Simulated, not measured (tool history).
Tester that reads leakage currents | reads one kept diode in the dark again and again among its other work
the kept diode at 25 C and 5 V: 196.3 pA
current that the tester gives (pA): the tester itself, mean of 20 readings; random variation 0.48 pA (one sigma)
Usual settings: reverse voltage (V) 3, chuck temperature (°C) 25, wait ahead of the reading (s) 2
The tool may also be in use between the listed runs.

run	hour	reverse voltage (V)	chuck temperature (°C)	wait ahead of the reading (s)	current that the tester gives (pA)
1	0	3	25	2	187.55
2	116.7	3	25	2	192.95
# hour 271.8: probe card cleaned and baked
3	283.8	3	25	2	201.16
# hour 302.8: tester calibrated
# hour 383.8: chuck's temperature calibrated
4	403.3	3	25	2	163.1
5	509.2	3	25	2	167.72
6	582.2	3	25	0.36	173.16
7	664.9	3	25	0.36	175.27
8	815	3	25	0.36	181.83
# hour 873.4: probe card cleaned and baked, once more
9	964	3	25	0.36	187.3
10	1065	3	25	0.36	191.08
11	1188.7	3	25	0.36	197.5
# hour 1238.2: chuck's temperature calibrated
12	1336.5	1.02	25	0.36	108.1
13	1474.2	3	25	2	170.51
14	1610.8	3	25	2	176.02
15	1702.8	3	25	0.55	182.55
16	1825.5	3	25	2	184.61
17	1941.4	3	25	2	189.29
18	2042.3	3	25	2	194.46
# hour 2089.9: chuck's temperature calibrated
19	2138.5	3	25	2	163.92
20	2239.6	3	31	8.7	293.68
21	2305.9	9.54	34	0.73	628.66
22	2388	1.02	26	6.26	124.72
23	2491.5	1.02	26	6.26	127
24	2605.1	2.93	51	4.5	1761.68
25	2746.9	2.93	51	4.5	1803.78
26	2847.7	3	39	8.16	689.08
# hour 2942.1: chuck's temperature calibrated
27	2995	4.38	25	2	191.11
28	3111.4	6.5	25	0.67	233.72
29	3216.1	6.5	37	0.93	706.77
30	3289	3.65	25	1.38	191.23
31	3399	3.65	25	1.38	196
32	3560.5	3.43	25	2	197.25
33	3666.4	3.43	25	2	202.54
# hour 3795: chuck's temperature calibrated
34	3829.1	3.43	25	2	168.44
35	3959	3.43	25	2	172.49
36	4072.3	7.63	40	7.91	952.95
# hour 4160.9: tester calibrated
37	4217.3	3.21	40	7.91	680.77
38	4302.5	3.21	40	7.91	691.33

Forecast each of these 5 alternatives for the next run:
A	4442.8	2.82	40	7.91	?
B	4442.8	3	22	2	?
C	4442.8	12.62	25	6.42	?
D	4442.8	7.3	54	0.68	?
E	4442.8	18.64	40	7.91	?

run	current that the tester gives (pA)
A	677.52
B	136.18
C	321.2
D	3140.08
E	1444.23
Without the tool's hidden state the same runs would have given:
run	current that the tester gives (pA)
A	610.59
B	120.9
C	285.01
D	2855.06
E	1299.91
